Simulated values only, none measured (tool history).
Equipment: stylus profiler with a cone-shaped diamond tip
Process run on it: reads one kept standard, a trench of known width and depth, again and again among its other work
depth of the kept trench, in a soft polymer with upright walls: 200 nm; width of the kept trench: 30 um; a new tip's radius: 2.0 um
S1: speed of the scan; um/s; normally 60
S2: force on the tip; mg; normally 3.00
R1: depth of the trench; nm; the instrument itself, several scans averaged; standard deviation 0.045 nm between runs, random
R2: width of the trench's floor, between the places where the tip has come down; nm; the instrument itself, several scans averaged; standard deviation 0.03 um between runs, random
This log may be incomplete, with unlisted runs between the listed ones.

{"run": 1, "day": 0.0, "S1": 60, "S2": 3.0, "R1": 202.66, "R2": 27660}
{"run": 2, "day": 0.596, "S1": 60, "S2": 3.0, "R1": 202.61, "R2": 27550}
{"run": 3, "day": 0.979, "S1": 60, "S2": 3.0, "R1": 202.56, "R2": 27640}
{"run": 4, "day": 1.725, "S1": 60, "S2": 3.0, "R1": 202.63, "R2": 27570}
{"run": 5, "day": 2.054, "S1": 60, "S2": 3.0, "R1": 202.67, "R2": 27590}
{"run": 6, "day": 2.458, "S1": 60, "S2": 6.26, "R1": 204.47, "R2": 27660}
{"run": 7, "day": 3.2, "S1": 60, "S2": 6.26, "R1": 204.45, "R2": 27660}
{"run": 8, "day": 3.829, "S1": 60, "S2": 6.26, "R1": 204.41, "R2": 27620}
{"run": 9, "day": 4.408, "S1": 60, "S2": 6.26, "R1": 204.37, "R2": 27580}
{"run": 10, "day": 4.954, "S1": 60, "S2": 6.26, "R1": 204.42, "R2": 27570}
{"run": 11, "day": 5.288, "S1": 60, "S2": 1.62, "R1": 201.63, "R2": 27430}
{"run": 12, "day": 5.642, "S1": 60, "S2": 1.62, "R1": 201.64, "R2": 27400}
{"run": 13, "day": 6.267, "S1": 60, "S2": 1.62, "R1": 201.58, "R2": 27380}
{"run": 14, "day": 6.95, "S1": 60, "S2": 1.62, "R1": 201.62, "R2": 27350}
{"run": 15, "day": 7.521, "S1": 60, "S2": 1.62, "R1": 201.61, "R2": 27330}
{"run": 16, "day": 7.962, "S1": 60, "S2": 1.62, "R1": 201.58, "R2": 27330}
{"run": 17, "day": 8.675, "S1": 63, "S2": 3.0, "R1": 202.53, "R2": 27430}
{"run": 18, "day": 9.075, "S1": 60, "S2": 3.0, "R1": 202.53, "R2": 27440}
{"run": 19, "day": 9.583, "S1": 60, "S2": 3.0, "R1": 202.48, "R2": 27370}
{"run": 20, "day": 10.008, "S1": 60, "S2": 3.0, "R1": 202.4, "R2": 27450}
{"run": 21, "day": 10.7, "S1": 60, "S2": 3.0, "R1": 202.51, "R2": 27370}
{"run": 22, "day": 11.192, "S1": 205, "S2": 2.49, "R1": 202.18, "R2": 26610}
{"run": 23, "day": 11.546, "S1": 137, "S2": 3.0, "R1": 202.48, "R2": 26970}
{"run": 24, "day": 11.879, "S1": 137, "S2": 3.0, "R1": 202.44, "R2": 26950}
{"run": 25, "day": 12.496, "S1": 137, "S2": 3.0, "R1": 202.5, "R2": 27050}
{"run": 26, "day": 13.208, "S1": 59, "S2": 1.31, "R1": 201.3, "R2": 27180}
{"run": 27, "day": 13.717, "S1": 25, "S2": 1.23, "R1": 201.21, "R2": 27460}
{"day": 13.788, "done": "height scale calibrated on a step standard"}
{"run": 28, "day": 14.15, "S1": 25, "S2": 1.23, "R1": 201.13, "R2": 27400}
{"run": 29, "day": 14.788, "S1": 23, "S2": 2.44, "R1": 202.03, "R2": 27480}
{"day": 15.117, "done": "height scale calibrated on a step standard, once more"}
{"run": 30, "day": 15.183, "S1": 53, "S2": 8.42, "R1": 205.81, "R2": 27430}
{"run": 31, "day": 15.533, "S1": 60, "S2": 7.36, "R1": 205.22, "R2": 27380}
{"run": 32, "day": 15.954, "S1": 60, "S2": 7.36, "R1": 205.32, "R2": 27290}
{"run": 33, "day": 16.671, "S1": 51, "S2": 7.01, "R1": 205.15, "R2": 27400}
{"run": 34, "day": 17.392, "S1": 82, "S2": 3.0, "R1": 202.9, "R2": 27160}
{"run": 35, "day": 18.104, "S1": 191, "S2": 3.16, "R1": 203.02, "R2": 26660}
{"run": 36, "day": 18.742, "S1": 174, "S2": 2.54, "R1": 202.55, "R2": 26590}
{"run": 37, "day": 19.196, "S1": 174, "S2": 2.54, "R1": 202.52, "R2": 26630}
{"run": 38, "day": 19.638, "S1": 174, "S2": 2.54, "R1": 202.57, "R2": 26600}
{"run": 39, "day": 20.308, "S1": 174, "S2": 2.54, "R1": 202.59, "R2": 26570}
{"run": 40, "day": 20.812, "S1": 23, "S2": 7.41, "R1": 205.15, "R2": 27380}
{"run": 41, "day": 21.538, "S1": 23, "S2": 7.41, "R1": 205.16, "R2": 27430}
{"run": 42, "day": 22.217, "S1": 154, "S2": 4.4, "R1": 203.58, "R2": 26900}

Here are 4 independent what-if runs from the current tool condition. What would each one return?
{"run": "A", "day": 22.821, "S1": 108, "S2": 2.26, "R1": "?", "R2": "?"}
{"run": "B", "day": 22.821, "S1": 27, "S2": 3.92, "R1": "?", "R2": "?"}
{"run": "C", "day": 22.821, "S1": 48, "S2": 3.0, "R1": "?", "R2": "?"}
{"run": "D", "day": 22.821, "S1": 40, "S2": 3.87, "R1": "?", "R2": "?"}

run=A R1=202.29 R2=26910
run=B R1=203.35 R2=27390
run=C R1=202.82 R2=27230
run=D R1=203.36 R2=27310
Stripped of hidden state, with their random variation kept, the same runs would have yielded:
run=A R1=202.35 R2=27690
run=B R1=203.41 R2=28170
run=C R1=202.89 R2=28010
run=D R1=203.42 R2=28090
